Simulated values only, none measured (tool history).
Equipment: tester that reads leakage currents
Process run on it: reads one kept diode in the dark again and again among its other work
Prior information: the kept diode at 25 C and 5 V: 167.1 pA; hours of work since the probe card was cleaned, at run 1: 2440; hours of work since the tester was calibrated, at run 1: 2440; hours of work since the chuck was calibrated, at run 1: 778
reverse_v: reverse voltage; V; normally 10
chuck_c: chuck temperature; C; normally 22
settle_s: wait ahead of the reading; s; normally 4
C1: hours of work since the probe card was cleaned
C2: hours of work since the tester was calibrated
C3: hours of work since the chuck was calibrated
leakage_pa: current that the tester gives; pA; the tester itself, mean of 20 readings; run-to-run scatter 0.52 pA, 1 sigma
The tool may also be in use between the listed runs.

{"run": 1, "hour": 0.0, "reverse_v": 10, "chuck_c": 22, "settle_s": 4, "C1": 2440, "C2": 2440, "C3": 778, "leakage_pa": 198.1}
{"run": 2, "hour": 145.2, "reverse_v": 10, "chuck_c": 22, "settle_s": 1.54, "C1": 2535, "C2": 2535, "C3": 873, "leakage_pa": 199.92}
{"hour": 179.4, "done": "tester calibrated"}
{"hour": 281.0, "done": "probe card cleaned and baked"}
{"run": 3, "hour": 368.5, "reverse_v": 10, "chuck_c": 22, "settle_s": 1.54, "C1": 57, "C2": 121, "C3": 1015, "leakage_pa": 185.9}
{"run": 4, "hour": 543.7, "reverse_v": 10, "chuck_c": 22, "settle_s": 1.54, "C1": 171, "C2": 235, "C3": 1129, "leakage_pa": 187.33}
{"run": 5, "hour": 703.4, "reverse_v": 10, "chuck_c": 41, "settle_s": 4, "C1": 275, "C2": 339, "C3": 1233, "leakage_pa": 970.48}
{"hour": 915.9, "done": "chuck's temperature calibrated"}
{"run": 6, "hour": 915.9, "reverse_v": 10, "chuck_c": 41, "settle_s": 4, "C1": 412, "C2": 476, "C3": 0, "leakage_pa": 1001.19}
{"run": 7, "hour": 1020.5, "reverse_v": 10, "chuck_c": 41, "settle_s": 4, "C1": 480, "C2": 544, "C3": 68, "leakage_pa": 1004.84}
{"run": 8, "hour": 1166.8, "reverse_v": 10, "chuck_c": 22, "settle_s": 0.83, "C1": 575, "C2": 639, "C3": 163, "leakage_pa": 200.87}
{"run": 9, "hour": 1370.0, "reverse_v": 2.6, "chuck_c": 48, "settle_s": 5.96, "C1": 707, "C2": 772, "C3": 296, "leakage_pa": 977.99}
{"run": 10, "hour": 1463.2, "reverse_v": 5.4, "chuck_c": 41, "settle_s": 1.49, "C1": 768, "C2": 832, "C3": 356, "leakage_pa": 781.41}
{"run": 11, "hour": 1648.2, "reverse_v": 5.4, "chuck_c": 27, "settle_s": 1.49, "C1": 888, "C2": 953, "C3": 477, "leakage_pa": 240.73}
{"run": 12, "hour": 1811.7, "reverse_v": 10, "chuck_c": 47, "settle_s": 1.29, "C1": 995, "C2": 1059, "C3": 583, "leakage_pa": 1675.28}
{"run": 13, "hour": 1917.9, "reverse_v": 3.6, "chuck_c": 46, "settle_s": 1.23, "C1": 1064, "C2": 1128, "C3": 652, "leakage_pa": 985.44}

The same runs without the tool's hidden state, with the same run-to-run variation:
The tool's hidden condition here consists of: stray current of the dirty probe card, pA a volt; current scale over the true one, %; true chuck temperature over the reading, C; drift of the gauge itself on leakage_pa, %.
run=1 leakage_pa=173.61
run=2 leakage_pa=173.92
run=3 leakage_pa=174.45
run=4 leakage_pa=173.93
run=5 leakage_pa=905.19
run=6 leakage_pa=901.74
run=7 leakage_pa=901.3
run=8 leakage_pa=174.97
run=9 leakage_pa=872.51
run=10 leakage_pa=690.44
run=11 leakage_pa=207.43
run=12 leakage_pa=1468.96
run=13 leakage_pa=861.26
